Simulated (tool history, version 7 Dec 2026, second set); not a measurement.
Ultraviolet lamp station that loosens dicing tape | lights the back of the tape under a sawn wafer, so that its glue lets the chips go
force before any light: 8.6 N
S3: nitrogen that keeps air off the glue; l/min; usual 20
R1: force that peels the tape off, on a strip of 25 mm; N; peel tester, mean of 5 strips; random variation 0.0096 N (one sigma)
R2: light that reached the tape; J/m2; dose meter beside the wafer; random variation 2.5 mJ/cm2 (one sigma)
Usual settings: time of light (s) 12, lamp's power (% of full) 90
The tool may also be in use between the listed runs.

run 1 hour=0.0 | time_of_light_(s)=12 lamp's_power_(%_of_full)=90 S3=20 | R1=0.743 R2=2230
run 2 hour=21.9 | time_of_light_(s)=12 lamp's_power_(%_of_full)=90 S3=20 | R1=0.724 R2=2180
run 3 hour=47.0 | time_of_light_(s)=12 lamp's_power_(%_of_full)=90 S3=20 | R1=0.770 R2=2150
run 4 hour=76.8 | time_of_light_(s)=12 lamp's_power_(%_of_full)=90 S3=20 | R1=0.774 R2=2150
run 5 hour=102.8 | time_of_light_(s)=12 lamp's_power_(%_of_full)=90 S3=20 | R1=0.809 R2=2150
run 6 hour=130.1 | time_of_light_(s)=12 lamp's_power_(%_of_full)=90 S3=20 | R1=0.772 R2=2180
run 7 hour=167.6 | time_of_light_(s)=12 lamp's_power_(%_of_full)=90 S3=20 | R1=0.794 R2=2100
run 8 hour=209.4 | time_of_light_(s)=7 lamp's_power_(%_of_full)=90 S3=20 | R1=2.012 R2=1160
run 9 hour=234.2 | time_of_light_(s)=15 lamp's_power_(%_of_full)=90 S3=20 | R1=0.540 R2=2580
run 10 hour=280.2 | time_of_light_(s)=12 lamp's_power_(%_of_full)=90 S3=20 | R1=0.853 R2=2010
run 11 hour=307.1 | time_of_light_(s)=12 lamp's_power_(%_of_full)=90 S3=20 | R1=0.892 R2=1990
run 12 hour=328.8 | time_of_light_(s)=12 lamp's_power_(%_of_full)=90 S3=20 | R1=0.914 R2=2040
-- hour=339.3 lamp changed
run 13 hour=364.2 | time_of_light_(s)=12 lamp's_power_(%_of_full)=78 S3=20 | R1=0.602 R2=2370
run 14 hour=410.3 | time_of_light_(s)=12 lamp's_power_(%_of_full)=78 S3=37 | R1=0.467 R2=2340
run 15 hour=442.1 | time_of_light_(s)=12 lamp's_power_(%_of_full)=78 S3=37 | R1=0.473 R2=2330
run 16 hour=480.1 | time_of_light_(s)=12 lamp's_power_(%_of_full)=94 S3=20 | R1=0.465 R2=2780
run 17 hour=511.2 | time_of_light_(s)=12 lamp's_power_(%_of_full)=94 S3=22 | R1=0.450 R2=2800
run 18 hour=563.9 | time_of_light_(s)=12 lamp's_power_(%_of_full)=94 S3=22 | R1=0.466 R2=2680
run 19 hour=609.8 | time_of_light_(s)=12 lamp's_power_(%_of_full)=90 S3=6 | R1=1.253 R2=2610
run 20 hour=645.8 | time_of_light_(s)=12 lamp's_power_(%_of_full)=90 S3=6 | R1=1.248 R2=2570
-- hour=683.8 window cleaned of glue's vapour
run 21 hour=688.4 | time_of_light_(s)=12 lamp's_power_(%_of_full)=90 S3=20 | R1=0.467 R2=2720
run 22 hour=726.9 | time_of_light_(s)=6 lamp's_power_(%_of_full)=64 S3=14 | R1=3.037 R2=960
run 23 hour=780.7 | time_of_light_(s)=12 lamp's_power_(%_of_full)=94 S3=20 | R1=0.454 R2=2780
run 24 hour=812.9 | time_of_light_(s)=12 lamp's_power_(%_of_full)=97 S3=20 | R1=0.445 R2=2850
run 25 hour=851.0 | time_of_light_(s)=12 lamp's_power_(%_of_full)=97 S3=20 | R1=0.455 R2=2890
run 26 hour=898.6 | time_of_light_(s)=8 lamp's_power_(%_of_full)=91 S3=27 | R1=0.951 R2=1790
run 27 hour=936.4 | time_of_light_(s)=8 lamp's_power_(%_of_full)=91 S3=27 | R1=0.969 R2=1720
run 28 hour=969.3 | time_of_light_(s)=23 lamp's_power_(%_of_full)=98 S3=20 | R1=0.226 R2=5300
run 29 hour=1009.4 | time_of_light_(s)=23 lamp's_power_(%_of_full)=98 S3=35 | R1=0.235 R2=5230
run 30 hour=1050.4 | time_of_light_(s)=23 lamp's_power_(%_of_full)=86 S3=12 | R1=0.272 R2=4520
run 31 hour=1077.9 | time_of_light_(s)=6 lamp's_power_(%_of_full)=67 S3=22 | R1=2.604 R2=890
run 32 hour=1108.9 | time_of_light_(s)=6 lamp's_power_(%_of_full)=67 S3=22 | R1=2.606 R2=900
run 33 hour=1144.2 | time_of_light_(s)=8 lamp's_power_(%_of_full)=70 S3=21 | R1=1.794 R2=1240
run 34 hour=1188.3 | time_of_light_(s)=8 lamp's_power_(%_of_full)=62 S3=21 | R1=2.263 R2=1100
run 35 hour=1225.7 | time_of_light_(s)=9 lamp's_power_(%_of_full)=90 S3=34 | R1=0.838 R2=1780
run 36 hour=1264.5 | time_of_light_(s)=14 lamp's_power_(%_of_full)=64 S3=21 | R1=0.935 R2=1930
run 37 hour=1292.9 | time_of_light_(s)=12 lamp's_power_(%_of_full)=74 S3=12 | R1=1.328 R2=1900
run 38 hour=1333.7 | time_of_light_(s)=12 lamp's_power_(%_of_full)=74 S3=12 | R1=1.308 R2=1860
run 39 hour=1368.2 | time_of_light_(s)=12 lamp's_power_(%_of_full)=74 S3=8 | R1=1.693 R2=1860
run 40 hour=1406.6 | time_of_light_(s)=12 lamp's_power_(%_of_full)=74 S3=8 | R1=1.753 R2=1860
run 41 hour=1456.4 | time_of_light_(s)=11 lamp's_power_(%_of_full)=63 S3=38 | R1=1.220 R2=1400
run 42 hour=1496.5 | time_of_light_(s)=21 lamp's_power_(%_of_full)=63 S3=24 | R1=0.441 R2=2690

Some steps in R1 between neighbouring runs. How much of each would the tool show without its hidden state too (settings, what came in, random variation), and how much is left for the hidden state, with any gauge scatter that isn't in both results?
The hidden state here: lamp's light, % of a new lamp's; light that the window lets through, % of a clean one's; drift of the gauge itself on peel_n, %; drift of the gauge itself on dose_mj_cm2, %.
Run 7 -> 8: time of light (s) 12 -> 7. R1 +1.218 N: hidden state +0.486, all else +0.732.
Run 8 -> 9: time of light (s) 7 -> 15. R1 -1.472 N: hidden state -0.634, all else -0.838.
Run 21 -> 22: time of light (s) 12 -> 6, lamp's power (% of full) 90 -> 64, S3 20 -> 14. R1 +2.570 N: hidden state +0.214, all else +2.356.
Run 22 -> 23: time of light (s) 6 -> 12, lamp's power (% of full) 64 -> 94, S3 14 -> 20. R1 -2.583 N: hidden state -0.200, all else -2.383.
Run 30 -> 31: time of light (s) 23 -> 6, lamp's power (% of full) 86 -> 67, S3 12 -> 22. R1 +2.332 N: hidden state +0.486, all else +1.846.
